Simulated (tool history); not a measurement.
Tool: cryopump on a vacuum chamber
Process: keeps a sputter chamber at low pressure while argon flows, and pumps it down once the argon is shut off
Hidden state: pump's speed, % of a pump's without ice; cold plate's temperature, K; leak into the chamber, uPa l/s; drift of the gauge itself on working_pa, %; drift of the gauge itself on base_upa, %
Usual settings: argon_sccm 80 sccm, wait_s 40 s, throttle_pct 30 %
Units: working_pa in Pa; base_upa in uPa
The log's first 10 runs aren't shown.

run    hour  argon_sccm  wait_s  throttle_pct  hours of work since the pump was warmed up and emptied  hours of work since the cold head was overhauled  hours of work since the chamber's fittings were tightened  working_pa  base_upa
 11   325.5          80      40            30                                                     281                                              1283                                                       3115      0.3687      5.97
      349.8  -- leaking fittings of the chamber tightened, without venting
 12   369.0          80      40            16                                                     305                                              1307                                                         11      0.6725      2.32
 13   406.1          80      40            16                                                     326                                              1328                                                         32      0.6790      2.34
 14   445.0          80      59            16                                                     348                                              1350                                                         54      0.6801      1.75
 15   491.0          80      40            38                                                     374                                              1376                                                         80      0.3082      2.42
 16   532.2          80      40            38                                                     398                                              1399                                                        104      0.3142      2.47
 17   579.0          80     112            38                                                     424                                              1426                                                        130      0.3142      1.29
 18   616.4          80     112            38                                                     446                                              1447                                                        152      0.3159      1.29
      658.7  -- pump warmed up, emptied and cooled again
 19   658.7          37     296            30                                                       0                                              1469                                                        173      0.1600      0.69
 20   696.7          37     296            30                                                      22                                              1490                                                        194      0.1613      0.78
 21   743.2          37     296            30                                                      48                                              1517                                                        221      0.1628      0.75
 22   766.2          34      40            34                                                      61                                              1530                                                        234      0.1316      2.47
 23   815.2         108      58            32                                                      89                                              1557                                                        262      0.4495      1.95
 24   851.7          54      43            33                                                     110                                              1578                                                        282      0.2176      2.53
 25   890.9          80      81            30                                                     132                                              1601                                                        305      0.3581      1.63
 26   917.9          80      81            30                                                     147                                              1616                                                        320      0.3593      1.58
 27   955.6          80      62            45                                                     169                                              1637                                                        341      0.2432      1.94
 28   988.2         136     232            26                                                     187                                              1656                                                        360      0.7046      1.04
 29  1020.4          54      51            27                                                     206                                              1674                                                        378      0.2697      2.24
 30  1055.5          54      51            27                                                     225                                              1694                                                        398      0.2717      2.29
 31  1085.9          54      51            27                                                     243                                              1711                                                        416      0.2753      2.34
 32  1114.0          43      40            17                                                     259                                              1727                                                        432      0.3411      2.81
 33  1134.8         113      40            20                                                     271                                              1739                                                        443      0.7641      2.87

Forecast each of these 4 alternatives for the next run:
  A  1171.5          80      28            30                                                     291                                              1760                                                        464           ?         ?
  B  1171.5          80      34            36                                                     291                                              1760                                                        464           ?         ?
  C  1171.5          80     163            43                                                     291                                              1760                                                        464           ?         ?
  D  1171.5          80     280            30                                                     291                                              1760                                                        464           ?         ?

run  working_pa  base_upa
  A      0.3763      3.91
  B      0.3157      3.25
  C      0.2687      1.41
  D      0.3744      1.12
Without the tool's hidden state the same runs would have given:
run  working_pa  base_upa
  A      0.3474      3.22
  B      0.2871      2.59
  C      0.2402      0.73
  D      0.3457      0.48
